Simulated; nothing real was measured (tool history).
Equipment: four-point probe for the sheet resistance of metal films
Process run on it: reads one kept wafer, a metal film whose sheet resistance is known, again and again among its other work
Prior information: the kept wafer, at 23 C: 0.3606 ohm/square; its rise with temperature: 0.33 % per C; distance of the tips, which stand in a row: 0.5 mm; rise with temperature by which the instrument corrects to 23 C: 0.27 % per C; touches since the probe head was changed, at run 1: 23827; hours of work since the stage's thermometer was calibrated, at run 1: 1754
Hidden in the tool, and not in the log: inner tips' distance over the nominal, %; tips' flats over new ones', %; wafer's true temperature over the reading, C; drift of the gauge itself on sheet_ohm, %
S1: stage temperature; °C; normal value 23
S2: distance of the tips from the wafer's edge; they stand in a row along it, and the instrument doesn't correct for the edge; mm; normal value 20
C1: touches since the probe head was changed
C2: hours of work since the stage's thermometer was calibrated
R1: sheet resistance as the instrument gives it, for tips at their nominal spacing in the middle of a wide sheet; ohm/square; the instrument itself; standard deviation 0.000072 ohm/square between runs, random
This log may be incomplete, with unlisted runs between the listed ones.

Run 1, hour 0: usual settings; C1 23827; C2 1754. Result: R1 0.361284 ohm/square.
Run 2, hour 21: usual settings but S2 42 mm; C1 24331; C2 1769. Result: R1 0.361145 ohm/square.
Run 3, hour 46.8: usual settings but S2 42 mm; C1 24949; C2 1789. Result: R1 0.361171 ohm/square.
Run 4, hour 82.5: usual settings but S1 20 °C, S2 42 mm; C1 25807; C2 1815. Result: R1 0.36062 ohm/square.
Run 5, hour 106.8: usual settings but S2 51 mm; C1 26390; C2 1833. Result: R1 0.361128 ohm/square.
Run 6, hour 141.2: usual settings but S1 24 °C; C1 27214; C2 1859. Result: R1 0.361478 ohm/square.
Run 7, hour 175.6: usual settings but S1 24 °C; C1 28041; C2 1885. Result: R1 0.361426 ohm/square.
Run 8, hour 209.1: usual settings but S1 24 °C; C1 28843; C2 1910. Result: R1 0.361486 ohm/square.
Run 9, hour 237.9: usual settings but S1 24 °C; C1 29535; C2 1932. Result: R1 0.361586 ohm/square.

What does the tool deliver on the next run?
At hour 241: stage's thermometer calibrated.
Run 10, hour 255.2: usual settings but S1 24 °C; C1 29939; C2 11. Result: R1 ?.

{"run 10": {"R1": 0.361511}}
With no hidden state in the tool, this same run would have given R1 0.361042 ohm/square.
